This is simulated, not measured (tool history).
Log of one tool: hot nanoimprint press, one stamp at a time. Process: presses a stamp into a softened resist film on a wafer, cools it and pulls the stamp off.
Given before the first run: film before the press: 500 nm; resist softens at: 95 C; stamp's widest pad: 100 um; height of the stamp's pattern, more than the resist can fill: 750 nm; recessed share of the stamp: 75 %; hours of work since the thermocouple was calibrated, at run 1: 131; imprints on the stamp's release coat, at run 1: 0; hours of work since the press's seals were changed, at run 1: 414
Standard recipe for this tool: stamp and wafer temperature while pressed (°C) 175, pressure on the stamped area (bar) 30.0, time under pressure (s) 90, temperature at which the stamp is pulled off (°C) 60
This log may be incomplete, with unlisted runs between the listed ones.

run	hour	stamp and wafer temperature while pressed (°C)	pressure on the stamped area (bar)	time under pressure (s)	temperature at which the stamp is pulled off (°C)	hours of work since the thermocouple was calibrated	imprints on the stamp's release coat	hours of work since the press's seals were changed	resist left under the stamp's widest pad (nm)	greatest force while the stamp is pulled off (N)
1	0.0	175	30.0	90	60	131	0	414	210.5	230
2	83.8	175	30.0	90	60	172	237	455	208.8	261
3	148.9	175	30.0	90	60	203	420	486	208.4	268
4	217.2	186	30.0	90	60	237	613	519	133.1	298
5	305.9	166	30.0	90	60	280	864	562	299.1	310
6	385.3	175	18.4	90	60	318	1088	601	268.0	338
# hour 392.5: plate thermocouple calibrated
# hour 417.7: stamp cleaned and given a new release coat
7	452.0	175	38.1	111	60	26	97	629	179.6	253
# hour 539.8: press's hydraulic seals changed and the load cell set to zero
8	545.2	175	38.1	111	60	67	337	3	172.9	270
9	610.4	175	20.2	53	52	99	522	34	303.6	292
10	653.0	181	21.5	147	46	120	642	55	165.4	321

Estimate the outcome of run 11 from the log above:
11	711.6	175	30.0	90	52	148	807	83	?	?

resist left under the stamp's widest pad (nm): 208.9
greatest force while the stamp is pulled off (N): 335
Without the tool's hidden state the same run would have given resist left under the stamp's widest pad (nm) 210.8, greatest force while the stamp is pulled off (N) 254.
